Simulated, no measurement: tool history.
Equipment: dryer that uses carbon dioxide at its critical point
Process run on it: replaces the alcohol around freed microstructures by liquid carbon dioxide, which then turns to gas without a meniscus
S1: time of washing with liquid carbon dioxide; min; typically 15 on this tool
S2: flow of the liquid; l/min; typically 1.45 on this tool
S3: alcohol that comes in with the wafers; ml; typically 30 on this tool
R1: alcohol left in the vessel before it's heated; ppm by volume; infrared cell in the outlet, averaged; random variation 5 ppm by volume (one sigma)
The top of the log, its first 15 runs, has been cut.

run   hour  S1    S2   S3   R1
 16  365.6  15  1.45   30  105
 17  398.5  15  1.45   30  108
 18  422.6  15  1.45   30  102
 19  436.6  10  1.02   30  768
 20  452.0  10  1.83   69  329
 21  484.4  17  2.38   32   56
 22  516.8  14  1.94   32   86
 23  535.7  14  1.94   32   84
     538.6  -- inlet filter changed
 24  562.0  14  1.94   32   71
 25  589.7  15  1.98  110   99
 26  615.2  15  1.98  110   89
 27  642.8  22  1.28   73   98
 28  656.4  22  1.28   73   95
 29  671.5  22  1.28   73   99
 30  697.4  10  1.26   30  440
 31  723.7  21  1.45   33   85
 32  740.5  11  2.18   22   95
 33  757.3   9  2.18   30  158
 34  785.9  16  1.98   30   95
 35  803.6  16  1.98   30   85
 36  819.1  13  2.05   30   97

Below are 3 alternative next runs, each starting from the tool's condition after run 36. Predict each:
  A  851.1  15  1.62  30   ?
  B  851.1  15  1.87  68   ?
  C  851.1  24  1.45  30   ?

run   R1
  A  116
  B  123
  C   91
Had the tool no hidden state, the same runs would have come out as:
run  R1
  A  27
  B  34
  C   4

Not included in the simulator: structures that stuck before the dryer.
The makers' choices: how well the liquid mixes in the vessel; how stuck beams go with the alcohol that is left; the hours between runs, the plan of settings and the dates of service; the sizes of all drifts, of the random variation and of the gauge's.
